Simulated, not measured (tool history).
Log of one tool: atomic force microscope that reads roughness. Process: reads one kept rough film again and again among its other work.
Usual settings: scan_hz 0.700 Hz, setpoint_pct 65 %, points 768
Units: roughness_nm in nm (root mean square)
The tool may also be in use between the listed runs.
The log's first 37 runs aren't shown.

run    hour  scan_hz  setpoint_pct  points  pictures with this tip  hours of work since the height scale was calibrated  roughness_nm
 38  1220.2    1.327            67     673                      29                                                   87         3.016
 39  1255.4    1.219            65     339                      61                                                  103         3.047
 40  1296.3    1.204            85     768                      97                                                  121         2.889
 41  1336.9    1.204            85     768                     133                                                  140         2.854
 42  1379.2    2.409            62     574                     171                                                  159         2.941
 43  1411.3    2.409            74     574                     200                                                  174         2.812
 44  1443.0    2.409            74     574                     228                                                  188         2.758
 45  1466.6    3.417            56     709                     249                                                  199         2.871
 46  1502.3    0.700            69     768                     281                                                  215         2.904
     1516.8  -- new tip fitted
 47  1540.1    0.700            69     768                      21                                                  232         3.093
 48  1572.7    3.825            66     768                      50                                                  247         2.893
 49  1597.2    1.125            66     624                      72                                                  258         3.014
 50  1644.8    3.071            57     683                     114                                                  280         2.984
 51  1672.7    0.700            74     768                     139                                                  292         2.989
 52  1697.9    3.099            82     593                     162                                                  304         2.642
 53  1741.3    2.191            83     768                     200                                                  324         2.721
 54  1776.0    0.700            77     768                     231                                                  339         2.902

3 ways to go on from here, each from the tool as it stands after run 54. What would each give?
  A  1814.7    3.106            60     696                     266                                                  357             ?
  B  1814.7    0.681            77     649                     266                                                  357             ?
  C  1814.7    0.567            69     878                     266                                                  357             ?

run  roughness_nm
  A         2.858
  B         2.880
  C         2.932
Without the tool's hidden state the same runs would have given:
run  roughness_nm
  A         3.028
  B         3.052
  C         3.107
